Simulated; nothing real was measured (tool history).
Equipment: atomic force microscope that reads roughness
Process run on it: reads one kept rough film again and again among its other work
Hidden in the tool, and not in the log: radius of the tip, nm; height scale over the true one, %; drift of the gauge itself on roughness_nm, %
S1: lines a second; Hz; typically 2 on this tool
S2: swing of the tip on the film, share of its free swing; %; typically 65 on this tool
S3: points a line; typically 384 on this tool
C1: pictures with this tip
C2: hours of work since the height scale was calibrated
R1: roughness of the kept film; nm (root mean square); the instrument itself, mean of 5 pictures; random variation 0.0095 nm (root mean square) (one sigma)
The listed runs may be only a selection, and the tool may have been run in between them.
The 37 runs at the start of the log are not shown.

run	hour	S1	S2	S3	C1	C2	R1
# hour 1228.1: height scale calibrated on a step standard
# hour 1241.1: new tip fitted
38	1252.3	2.68	65	356	19	12	1.986
39	1291.9	3.7	65	384	86	33	1.782
40	1319.9	0.62	89	352	134	48	1.742
# hour 1343.5: height scale calibrated on a step standard, once more
41	1343.5	3.64	78	947	172	0	1.521
# hour 1353.6: new tip fitted
42	1373.5	2.25	75	322	34	16	1.932
43	1402.4	2.25	75	322	83	31	1.782
44	1429.1	2.25	75	322	129	45	1.696
45	1450.8	2.25	75	322	165	57	1.637
# hour 1464.6: new tip fitted
46	1472	2.25	75	322	12	67	1.993
47	1506.3	2.25	64	311	71	86	1.913
48	1540.2	2	63	748	128	104	1.828
49	1569.1	0.61	65	401	177	119	1.793
# hour 1573.4: new tip fitted
50	1609.6	0.5	65	694	62	140	2.088
51	1645.7	0.5	65	312	123	159	1.89
# hour 1683.3: new tip fitted
52	1692.6	0.5	65	312	16	184	2.159
53	1738.2	0.88	74	312	93	208	1.905

3 ways to go on from here, each from the tool as it stands after run 53. What would each give?
A	1765.1	2.53	87	384	139	222	?
B	1765.1	0.6	65	344	139	222	?
C	1765.1	2	76	744	139	222	?

run	R1
A	1.547
B	1.851
C	1.744
Without the tool's unlogged condition, the same runs would have read:
run	R1
A	1.85
B	2.214
C	2.085

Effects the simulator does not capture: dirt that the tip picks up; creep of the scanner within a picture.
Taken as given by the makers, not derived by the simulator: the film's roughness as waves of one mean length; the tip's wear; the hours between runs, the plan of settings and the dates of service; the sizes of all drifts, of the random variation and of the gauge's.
